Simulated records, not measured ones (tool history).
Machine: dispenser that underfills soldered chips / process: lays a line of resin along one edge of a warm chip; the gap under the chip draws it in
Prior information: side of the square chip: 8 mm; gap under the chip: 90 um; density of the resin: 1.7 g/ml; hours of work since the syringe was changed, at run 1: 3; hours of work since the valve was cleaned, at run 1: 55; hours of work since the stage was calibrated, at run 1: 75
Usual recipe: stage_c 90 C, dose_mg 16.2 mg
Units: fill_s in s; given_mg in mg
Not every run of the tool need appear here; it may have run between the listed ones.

| run | hour | stage_c | dose_mg | hours of work since the syringe was changed | hours of work since the valve was cleaned | hours of work since the stage was calibrated | fill_s | given_mg |
|---|---|---|---|---|---|---|---|---|
| 1 | 0.0 | 90 | 16.2 | 3 | 55 | 75 | 32.6 | 15.41 |
| 2 | 2.5 | 90 | 16.2 | 5 | 57 | 76 | 36.1 | 15.32 |
| 3 | 6.0 | 90 | 14.5 | 7 | 60 | 79 | 44.1 | 13.75 |
| 4 | 8.9 | 90 | 14.5 | 9 | 62 | 81 | 49.6 | 13.75 |
|  | 10.2 | new syringe of resin |
| 5 | 11.6 | 90 | 14.5 | 1 | 63 | 83 | 30.2 | 13.93 |
| 6 | 13.5 | 90 | 14.5 | 2 | 65 | 85 | 32.9 | 13.73 |
| 7 | 15.6 | 90 | 14.5 | 4 | 67 | 86 | 36.6 | 13.75 |
| 8 | 19.1 | 100 | 16.2 | 7 | 69 | 89 | 28.8 | 15.32 |
| 9 | 21.8 | 100 | 16.2 | 9 | 71 | 91 | 32.5 | 15.17 |
|  | 23.8 | new syringe of resin |
| 10 | 26.7 | 100 | 16.2 | 2 | 75 | 94 | 21.4 | 15.30 |
| 11 | 29.3 | 93 | 16.2 | 4 | 77 | 96 | 31.7 | 15.06 |
| 12 | 32.0 | 93 | 16.2 | 6 | 79 | 98 | 35.9 | 15.23 |
| 13 | 34.9 | 78 | 17.6 | 8 | 81 | 101 | 77.4 | 16.51 |
|  | 37.4 | new syringe of resin |
| 14 | 37.7 | 76 | 17.9 | 0 | 83 | 102 | 52.4 | 16.71 |
| 15 | 39.7 | 90 | 18.8 | 2 | 84 | 104 | 31.1 | 17.57 |
| 16 | 41.7 | 90 | 18.8 | 3 | 86 | 105 | 34.0 | 17.41 |
| 17 | 45.9 | 91 | 15.2 | 6 | 89 | 109 | 40.6 | 14.10 |
| 18 | 50.3 | 81 | 16.2 | 10 | 92 | 112 | 76.4 | 15.06 |
|  | 51.1 | new syringe of resin |
| 19 | 53.6 | 92 | 20.7 | 2 | 95 | 114 | 28.4 | 19.17 |
| 20 | 56.3 | 77 | 15.3 | 4 | 97 | 116 | 62.5 | 14.09 |
| 21 | 60.7 | 90 | 14.8 | 7 | 100 | 120 | 43.5 | 13.56 |

Alternative continuations, all from the tool just after run 21; predict every row:
| A | 63.6 | 102 | 14.8 | 9 | 102 | 122 | ? | ? |
| B | 63.6 | 93 | 21.1 | 9 | 102 | 122 | ? | ? |
| C | 63.6 | 95 | 17.8 | 9 | 102 | 122 | ? | ? |

| run | fill_s | given_mg |
|---|---|---|
| A | 32.1 | 13.52 |
| B | 44.3 | 19.24 |
| C | 41.3 | 16.20 |
Stripped of hidden state, with their random variation kept, the same runs would have yielded:
| run | fill_s | given_mg |
|---|---|---|
| A | 17.2 | 14.78 |
| B | 24.0 | 21.04 |
| C | 22.0 | 17.72 |

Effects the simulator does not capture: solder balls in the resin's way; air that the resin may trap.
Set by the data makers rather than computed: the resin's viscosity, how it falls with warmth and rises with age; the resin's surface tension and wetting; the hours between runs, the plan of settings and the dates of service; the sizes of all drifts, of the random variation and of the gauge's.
